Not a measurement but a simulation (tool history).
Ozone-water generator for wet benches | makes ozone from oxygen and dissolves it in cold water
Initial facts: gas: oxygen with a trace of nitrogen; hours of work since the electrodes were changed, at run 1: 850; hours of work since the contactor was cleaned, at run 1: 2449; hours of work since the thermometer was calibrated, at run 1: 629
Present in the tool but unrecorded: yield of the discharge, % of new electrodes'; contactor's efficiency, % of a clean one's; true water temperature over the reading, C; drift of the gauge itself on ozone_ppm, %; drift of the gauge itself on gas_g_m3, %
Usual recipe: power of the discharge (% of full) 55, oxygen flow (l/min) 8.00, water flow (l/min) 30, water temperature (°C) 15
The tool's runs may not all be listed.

| run | hour | power of the discharge (% of full) | oxygen flow (l/min) | water flow (l/min) | water temperature (°C) | hours of work since the electrodes were changed | hours of work since the contactor was cleaned | hours of work since the thermometer was calibrated | dissolved ozone (ppm) | ozone in the gas ahead of the water (g/m3) |
|---|---|---|---|---|---|---|---|---|---|---|
| 1 | 0.0 | 55 | 8.00 | 30 | 15 | 850 | 2449 | 629 | 22.1 | 185.9 |
| 2 | 120.6 | 55 | 8.00 | 30 | 15 | 954 | 2553 | 733 | 22.2 | 187.0 |
| 3 | 226.8 | 55 | 8.00 | 30 | 15 | 1045 | 2644 | 824 | 22.3 | 184.7 |
| 4 | 394.7 | 55 | 4.06 | 30 | 15 | 1190 | 2789 | 968 | 21.6 | 286.3 |
| 5 | 492.1 | 55 | 8.00 | 30 | 12 | 1273 | 2872 | 1052 | 22.4 | 180.4 |
| 6 | 646.2 | 55 | 8.00 | 30 | 12 | 1406 | 3005 | 1185 | 22.2 | 180.9 |
| 7 | 830.1 | 55 | 8.00 | 30 | 10 | 1564 | 3163 | 1343 | 22.6 | 177.9 |
| 8 | 1013.6 | 55 | 5.78 | 30 | 10 | 1722 | 3321 | 1501 | 22.4 | 217.7 |
| 9 | 1139.6 | 55 | 8.00 | 30 | 15 | 1830 | 3429 | 1609 | 20.6 | 175.2 |
|  | 1152.8 | contactor cleaned |
| 10 | 1275.2 | 55 | 8.00 | 30 | 15 | 1944 | 105 | 1723 | 21.5 | 173.8 |
| 11 | 1415.9 | 55 | 8.00 | 30 | 15 | 2065 | 226 | 1844 | 21.2 | 173.0 |
| 12 | 1531.0 | 55 | 8.00 | 30 | 17 | 2164 | 325 | 1943 | 20.6 | 174.3 |

Run 13 has not been measured yet. What should we expect?
| 13 | 1617.0 | 55 | 4.99 | 30 | 22 | 2238 | 399 | 2017 | ? | ? |

dissolved ozone (ppm): 19.8
ozone in the gas ahead of the water (g/m3): 231.5
Had the tool carried no hidden state, the very same run would have given dissolved ozone (ppm) 22.9, ozone in the gas ahead of the water (g/m3) 265.6.
